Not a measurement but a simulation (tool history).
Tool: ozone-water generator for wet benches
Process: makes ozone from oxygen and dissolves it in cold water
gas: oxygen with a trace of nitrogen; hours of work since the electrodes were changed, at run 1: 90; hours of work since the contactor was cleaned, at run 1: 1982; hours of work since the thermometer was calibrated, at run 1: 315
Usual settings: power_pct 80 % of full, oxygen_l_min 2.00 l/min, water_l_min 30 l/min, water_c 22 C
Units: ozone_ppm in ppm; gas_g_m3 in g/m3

| run | hour | power_pct | oxygen_l_min | water_l_min | water_c | hours of work since the electrodes were changed | hours of work since the contactor was cleaned | hours of work since the thermometer was calibrated | ozone_ppm | gas_g_m3 |
|---|---|---|---|---|---|---|---|---|---|---|
| 1 | 0.0 | 80 | 2.00 | 30 | 22 | 90 | 1982 | 315 | 7.7 | 185.5 |
| 2 | 57.5 | 80 | 2.00 | 30 | 22 | 133 | 2025 | 358 | 7.4 | 182.2 |
| 3 | 125.5 | 80 | 2.00 | 30 | 22 | 185 | 2076 | 409 | 7.5 | 184.3 |
| 4 | 163.6 | 80 | 2.00 | 36 | 22 | 213 | 2105 | 438 | 6.3 | 183.9 |
| 5 | 237.6 | 80 | 2.00 | 30 | 26 | 269 | 2161 | 493 | 7.3 | 183.5 |
| 6 | 290.7 | 80 | 2.00 | 30 | 26 | 309 | 2200 | 533 | 7.4 | 183.2 |
| 7 | 333.7 | 80 | 2.00 | 30 | 26 | 341 | 2233 | 565 | 7.3 | 184.3 |
| 8 | 368.0 | 80 | 2.00 | 30 | 26 | 367 | 2259 | 591 | 7.4 | 183.8 |
| 9 | 409.2 | 80 | 1.81 | 30 | 22 | 398 | 2290 | 622 | 7.4 | 192.9 |
| 10 | 445.0 | 80 | 2.29 | 20 | 28 | 425 | 2316 | 649 | 10.8 | 168.7 |
| 11 | 511.5 | 80 | 2.00 | 30 | 15 | 475 | 2366 | 699 | 7.6 | 183.5 |
| 12 | 543.1 | 80 | 2.00 | 42 | 15 | 498 | 2390 | 723 | 5.3 | 182.0 |
| 13 | 595.2 | 80 | 2.00 | 42 | 15 | 538 | 2429 | 762 | 5.3 | 181.2 |
| 14 | 669.9 | 46 | 1.21 | 42 | 21 | 594 | 2485 | 818 | 2.9 | 154.2 |
| 15 | 721.3 | 49 | 1.76 | 42 | 21 | 632 | 2524 | 857 | 3.2 | 132.5 |
| 16 | 762.8 | 51 | 1.76 | 21 | 27 | 664 | 2555 | 888 | 6.9 | 135.8 |
| 17 | 805.2 | 77 | 1.25 | 29 | 20 | 695 | 2587 | 920 | 6.5 | 228.5 |

Forecast each of these 4 alternatives for the next run:
| A | 855.9 | 98 | 1.79 | 30 | 22 | 733 | 2625 | 958 | ? | ? |
| B | 855.9 | 80 | 2.00 | 25 | 22 | 733 | 2625 | 958 | ? | ? |
| C | 855.9 | 80 | 1.24 | 21 | 22 | 733 | 2625 | 958 | ? | ? |
| D | 855.9 | 77 | 1.25 | 29 | 20 | 733 | 2625 | 958 | ? | ? |

| run | ozone_ppm | gas_g_m3 |
|---|---|---|
| A | 8.4 | 226.1 |
| B | 8.8 | 180.9 |
| C | 9.3 | 232.9 |
| D | 6.5 | 225.5 |
Without the tool's hidden state the same runs would have given:
| run | ozone_ppm | gas_g_m3 |
|---|---|---|
| A | 8.9 | 233.7 |
| B | 9.2 | 186.2 |
| C | 9.8 | 239.8 |
| D | 6.8 | 231.9 |
